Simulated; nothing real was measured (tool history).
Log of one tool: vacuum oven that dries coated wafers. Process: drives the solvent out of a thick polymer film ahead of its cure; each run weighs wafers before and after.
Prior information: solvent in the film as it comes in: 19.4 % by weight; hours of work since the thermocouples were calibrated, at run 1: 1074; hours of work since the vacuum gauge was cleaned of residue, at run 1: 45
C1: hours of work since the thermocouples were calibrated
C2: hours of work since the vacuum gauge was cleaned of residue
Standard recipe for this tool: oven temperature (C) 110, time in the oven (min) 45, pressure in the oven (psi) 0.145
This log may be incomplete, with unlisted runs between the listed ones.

run 1 hour=0 | oven_temperature_(C)=110 time_in_the_oven_(min)=45 pressure_in_the_oven_(psi)=0.145 | C1=1074 C2=45 | solvent_left_in_the_film_(%)=1.875
run 2 hour=14.7 | oven_temperature_(C)=110 time_in_the_oven_(min)=45 pressure_in_the_oven_(psi)=0.145 | C1=1082 C2=53 | solvent_left_in_the_film_(%)=1.886
run 3 hour=30.2 | oven_temperature_(C)=110 time_in_the_oven_(min)=45 pressure_in_the_oven_(psi)=0.145 | C1=1089 C2=61 | solvent_left_in_the_film_(%)=1.861
run 4 hour=48.1 | oven_temperature_(C)=110 time_in_the_oven_(min)=45 pressure_in_the_oven_(psi)=0.145 | C1=1099 C2=70 | solvent_left_in_the_film_(%)=1.868
run 5 hour=61.1 | oven_temperature_(C)=110 time_in_the_oven_(min)=45 pressure_in_the_oven_(psi)=0.145 | C1=1105 C2=76 | solvent_left_in_the_film_(%)=1.89
-- hour=63.7 vacuum gauge cleaned of residue and calibrated
run 6 hour=73.4 | oven_temperature_(C)=110 time_in_the_oven_(min)=45 pressure_in_the_oven_(psi)=0.145 | C1=1111 C2=5 | solvent_left_in_the_film_(%)=1.881
run 7 hour=88.5 | oven_temperature_(C)=110 time_in_the_oven_(min)=45 pressure_in_the_oven_(psi)=0.145 | C1=1118 C2=13 | solvent_left_in_the_film_(%)=1.878
run 8 hour=96.9 | oven_temperature_(C)=110 time_in_the_oven_(min)=45 pressure_in_the_oven_(psi)=0.162 | C1=1123 C2=17 | solvent_left_in_the_film_(%)=1.897
run 9 hour=113.3 | oven_temperature_(C)=110 time_in_the_oven_(min)=45 pressure_in_the_oven_(psi)=0.386 | C1=1131 C2=25 | solvent_left_in_the_film_(%)=2.245
run 10 hour=131.6 | oven_temperature_(C)=110 time_in_the_oven_(min)=50 pressure_in_the_oven_(psi)=0.26 | C1=1140 C2=35 | solvent_left_in_the_film_(%)=1.701
run 11 hour=141.3 | oven_temperature_(C)=110 time_in_the_oven_(min)=50 pressure_in_the_oven_(psi)=0.26 | C1=1145 C2=40 | solvent_left_in_the_film_(%)=1.712
-- hour=149.6 vacuum gauge cleaned of residue and calibrated, once more
run 12 hour=162.8 | oven_temperature_(C)=102 time_in_the_oven_(min)=52 pressure_in_the_oven_(psi)=0.141 | C1=1156 C2=7 | solvent_left_in_the_film_(%)=2.773
run 13 hour=173.6 | oven_temperature_(C)=102 time_in_the_oven_(min)=52 pressure_in_the_oven_(psi)=0.141 | C1=1161 C2=12 | solvent_left_in_the_film_(%)=2.783
run 14 hour=190.4 | oven_temperature_(C)=105 time_in_the_oven_(min)=45 pressure_in_the_oven_(psi)=0.145 | C1=1170 C2=21 | solvent_left_in_the_film_(%)=2.826
run 15 hour=210 | oven_temperature_(C)=121 time_in_the_oven_(min)=31 pressure_in_the_oven_(psi)=0.106 | C1=1180 C2=31 | solvent_left_in_the_film_(%)=1.438
run 16 hour=220.6 | oven_temperature_(C)=121 time_in_the_oven_(min)=31 pressure_in_the_oven_(psi)=0.106 | C1=1185 C2=36 | solvent_left_in_the_film_(%)=1.433

5 ways to go on from here, each from the tool as it stands after run 16. What would each give?
run A hour=229.1 | oven_temperature_(C)=110 time_in_the_oven_(min)=31 pressure_in_the_oven_(psi)=0.106 | C1=1189 C2=41 | solvent_left_in_the_film_(%)=?
run B hour=229.1 | oven_temperature_(C)=121 time_in_the_oven_(min)=68 pressure_in_the_oven_(psi)=0.106 | C1=1189 C2=41 | solvent_left_in_the_film_(%)=?
run C hour=229.1 | oven_temperature_(C)=110 time_in_the_oven_(min)=45 pressure_in_the_oven_(psi)=0.223 | C1=1189 C2=41 | solvent_left_in_the_film_(%)=?
run D hour=229.1 | oven_temperature_(C)=113 time_in_the_oven_(min)=33 pressure_in_the_oven_(psi)=0.133 | C1=1189 C2=41 | solvent_left_in_the_film_(%)=?
run E hour=229.1 | oven_temperature_(C)=110 time_in_the_oven_(min)=37 pressure_in_the_oven_(psi)=0.094 | C1=1189 C2=41 | solvent_left_in_the_film_(%)=?

run=A solvent_left_in_the_film_(%)=3.444
run=B solvent_left_in_the_film_(%)=0.201
run=C solvent_left_in_the_film_(%)=1.986
run=D solvent_left_in_the_film_(%)=2.56
run=E solvent_left_in_the_film_(%)=2.576
With no hidden state in the tool, these same runs would have given:
run=A solvent_left_in_the_film_(%)=3.634
run=B solvent_left_in_the_film_(%)=0.215
run=C solvent_left_in_the_film_(%)=2.128
run=D solvent_left_in_the_film_(%)=2.724
run=E solvent_left_in_the_film_(%)=2.745
